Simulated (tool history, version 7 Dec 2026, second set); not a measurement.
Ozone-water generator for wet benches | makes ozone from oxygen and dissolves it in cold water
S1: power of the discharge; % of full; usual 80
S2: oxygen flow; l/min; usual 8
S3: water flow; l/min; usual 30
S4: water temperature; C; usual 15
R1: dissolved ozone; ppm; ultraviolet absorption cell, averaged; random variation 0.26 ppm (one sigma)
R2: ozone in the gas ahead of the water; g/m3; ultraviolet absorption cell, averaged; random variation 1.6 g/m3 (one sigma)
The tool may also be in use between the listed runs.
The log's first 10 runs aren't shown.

run    hour  S1     S2  S3  S4    R1     R2
 11     671  80      8  21  15  50.6  302.2
 12     734  80      8  21  15  50.9    300
 13   789.6  80      8  21  15    51  300.7
 14   831.2  80      8  21  15  50.6  300.7
 15   904.5  80      8  45  15    28  303.9
 16   952.1  80      8  45  15  27.6  304.3
 17  1037.1  58  13.64  19  17    38  178.1
 18  1091.2  58  13.23  47  17  21.2  181.4
 19  1159.9  80   7.07  30  20  36.4  320.7
 20  1214.3  80   7.07  30  20    36  318.3
 21  1257.5  60   4.76  30  15  27.7  293.9
 22  1299.8  91      8  30  10  47.2  336.2
 23  1348.3  91      8  30  10  46.9    339
 24  1403.1  91      8  30  10  47.5  335.3
 25  1445.7  57  11.22  30  10  32.5  191.4
 26  1523.2  63    4.6  37  20  22.6  309.4
 27  1567.5  63    4.6  37  20  22.5    312
 28  1635.8  63    4.6  37  20  22.6  309.5
 29  1698.7  63    4.6  30  20    27  312.5
 30  1761.9  91      8  30  23  39.5  337.3
 31  1862.2  89      8  30  11  45.2  331.9
 32  1923.6  71    6.5  41   8  27.8  299.9

5 ways to go on from here, each from the tool as it stands after run 32. What would each give?
  A  2004.7  80  8.39  29  23   ?   ?
  B  2004.7  80     8  23  15   ?   ?
  C  2004.7  55   6.8  26  15   ?   ?
  D  2004.7  71  9.16  20  11   ?   ?
  E  2004.7  63  7.79  41  23   ?   ?

run    R1     R2
  A  35.9  296.4
  B  47.9    303
  C  31.3  231.6
  D  50.2  257.6
  E  21.9  248.2
Without the tool's hidden state the same runs would have given:
run    R1     R2
  A  35.9  296.8
  B    48  303.4
  C  31.4  231.8
  D  50.3  257.9
  E  21.9  248.5
